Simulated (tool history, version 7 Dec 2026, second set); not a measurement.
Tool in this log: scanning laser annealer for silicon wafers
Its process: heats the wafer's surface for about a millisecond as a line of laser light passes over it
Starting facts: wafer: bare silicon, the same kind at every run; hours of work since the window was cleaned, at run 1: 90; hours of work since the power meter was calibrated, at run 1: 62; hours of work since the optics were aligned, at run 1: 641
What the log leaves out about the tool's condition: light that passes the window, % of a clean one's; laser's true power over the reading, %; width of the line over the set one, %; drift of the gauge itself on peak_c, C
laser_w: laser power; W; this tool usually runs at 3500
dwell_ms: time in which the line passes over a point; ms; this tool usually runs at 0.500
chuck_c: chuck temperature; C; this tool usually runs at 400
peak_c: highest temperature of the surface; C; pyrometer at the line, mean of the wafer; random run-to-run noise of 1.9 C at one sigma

run   hour  laser_w  dwell_ms  chuck_c  hours of work since the window was cleaned  hours of work since the power meter was calibrated  hours of work since the optics were aligned  peak_c
  1    0.0     3500     0.500      400                                          90                                                  62                                          641    1106
  2    8.5     3500     0.500      400                                          94                                                  66                                          645    1104
  3   24.6     3500     0.500      400                                         101                                                  74                                          652    1105
  4   41.6     3500     0.500      400                                         109                                                  81                                          660    1101
  5   51.2     3500     0.500      400                                         114                                                  86                                          665    1105
  6   60.6     3500     0.500      400                                         118                                                  90                                          669    1101
  7   73.6     3500     0.500      400                                         124                                                  96                                          675    1099
  8   89.6     3500     0.500      400                                         131                                                 104                                          682    1099
  9  108.3     3500     0.500      400                                         140                                                 112                                          691    1099
 10  121.0     3500     0.500      400                                         146                                                 118                                          697    1101
 11  131.8     3500     0.551      400                                         151                                                 123                                          702    1134
     143.8  -- optics aligned, line set to its width
 12  153.4     3500     0.551      400                                         158                                                 131                                            4    1153
 13  167.8     3500     0.500      435                                         165                                                 137                                           11    1148
 14  185.9     3500     0.500      421                                         173                                                 146                                           19    1135
 15  201.6     2998     0.415      371                                         181                                                 153                                           27     911
 16  210.3     2998     0.415      371                                         185                                                 157                                           31     911
 17  226.7     2998     0.415      371                                         192                                                 165                                           38     910
 18  237.4     3500     0.451      377                                         197                                                 170                                           43    1054
 19  254.1     3500     0.451      377                                         205                                                 177                                           51    1054
 20  261.7     3500     0.451      377                                         208                                                 181                                           54    1050
 21  276.1     3152     0.614      373                                         215                                                 188                                           61    1069
 22  289.7     3500     0.479      373                                         221                                                 194                                           67    1065
 23  297.8     3526     0.479      371                                         225                                                 198                                           71    1071
 24  307.0     3500     0.439      400                                         229                                                 202                                           75    1066
 25  321.9     3277     0.500      400                                         236                                                 209                                           82    1057
 26  331.5     3277     0.500      400                                         241                                                 213                                           87    1056
 27  343.4     3321     0.500      371                                         246                                                 219                                           92    1037
 28  359.3     3092     0.500      425                                         254                                                 226                                          100    1034

Predict each of these 4 candidate next runs independently; none follows another, all start after run 28:
  A  371.4     3275     0.575      365                                         259                                                 232                                          105       ?
  B  371.4     3568     0.500      383                                         259                                                 232                                          105       ?
  C  371.4     3572     0.595      362                                         259                                                 232                                          105       ?
  D  371.4     3590     0.500      407                                         259                                                 232                                          105       ?

run  peak_c
  A    1067
  B    1107
  C    1148
  D    1134
Without the tool's hidden state the same runs would have given:
run  peak_c
  A    1090
  B    1131
  C    1174
  D    1159

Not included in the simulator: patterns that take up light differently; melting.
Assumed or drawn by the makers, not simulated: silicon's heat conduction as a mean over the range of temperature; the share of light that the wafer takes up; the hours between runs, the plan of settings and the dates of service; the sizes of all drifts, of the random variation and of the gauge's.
